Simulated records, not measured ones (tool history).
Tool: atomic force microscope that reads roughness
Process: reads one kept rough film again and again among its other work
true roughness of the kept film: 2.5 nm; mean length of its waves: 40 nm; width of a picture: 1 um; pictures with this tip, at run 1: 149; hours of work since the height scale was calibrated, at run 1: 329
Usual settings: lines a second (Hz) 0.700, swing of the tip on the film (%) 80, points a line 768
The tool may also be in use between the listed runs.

run	hour	lines a second (Hz)	swing of the tip on the film (%)	points a line	pictures with this tip	hours of work since the height scale was calibrated	roughness of the kept film (nm (root mean square))
1	0.0	0.700	80	768	149	329	2.068
2	7.9	0.700	80	920	167	335	2.056
# hour 19.3: new tip fitted
3	23.6	0.700	80	395	9	346	2.193
4	32.8	1.683	80	768	30	353	2.016
5	48.0	0.700	80	768	65	365	2.137
6	64.3	0.700	80	768	102	377	2.113
7	77.6	0.700	80	768	132	387	2.063
8	86.4	0.700	80	768	152	393	2.036
9	99.2	0.700	80	768	181	403	2.043
# hour 103.6: new tip fitted
10	108.7	0.700	80	281	12	410	2.190
11	121.6	0.700	80	281	41	419	2.161
12	136.0	1.058	56	558	74	430	2.220
13	145.4	1.058	56	558	96	437	2.180
14	154.1	1.326	80	369	115	444	1.996
15	169.2	0.585	64	415	150	455	2.156
16	182.2	0.700	60	768	179	465	2.100
# hour 187.3: new tip fitted
17	198.3	0.700	60	768	25	477	2.252
18	207.4	0.700	60	768	45	483	2.234

Hidden state or all else? Some run-to-run changes of roughness of the kept film (nm (root mean square)), split into what the settings, what came in and random variation would give without the hidden state, and what is left for the hidden state (with any gauge scatter that isn't in both results):
The hidden state here: radius of the tip, nm; height scale over the true one, %; drift of the gauge itself on roughness_nm, %.
Run 9 -> 10: points a line 768 -> 281, new tip fitted. roughness of the kept film (nm (root mean square)) +0.147: hidden state +0.171, all else -0.024.
Run 13 -> 14: lines a second (Hz) 1.058 -> 1.326, swing of the tip on the film (%) 56 -> 80, points a line 558 -> 369. roughness of the kept film (nm (root mean square)) -0.184: hidden state -0.011, all else -0.173.
